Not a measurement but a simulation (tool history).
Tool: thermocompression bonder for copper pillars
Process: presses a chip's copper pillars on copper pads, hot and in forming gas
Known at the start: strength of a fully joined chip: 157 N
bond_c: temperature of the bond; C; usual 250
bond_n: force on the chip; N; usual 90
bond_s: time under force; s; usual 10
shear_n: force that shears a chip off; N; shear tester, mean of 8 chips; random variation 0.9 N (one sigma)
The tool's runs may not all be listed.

run,hour,bond_c,bond_n,bond_s,shear_n
1,0,250,90,10,67.3
2,24.6,250,90,10,67.5
3,42.9,250,90,10,65.7
4,65.1,250,90,10,66.5
5,98.8,250,90,13,73.2
6,133,242,89,12,63.5
# hour 137.2: heater calibrated with a thermocouple chip
7,166.1,242,89,12,61.3

Run 8 comes next. What will it give?
8,189,242,89,12,?

{"run 8": {"shear_n": 61.8}}
Without the tool's hidden state the same run would have given shear_n 71.9 N.
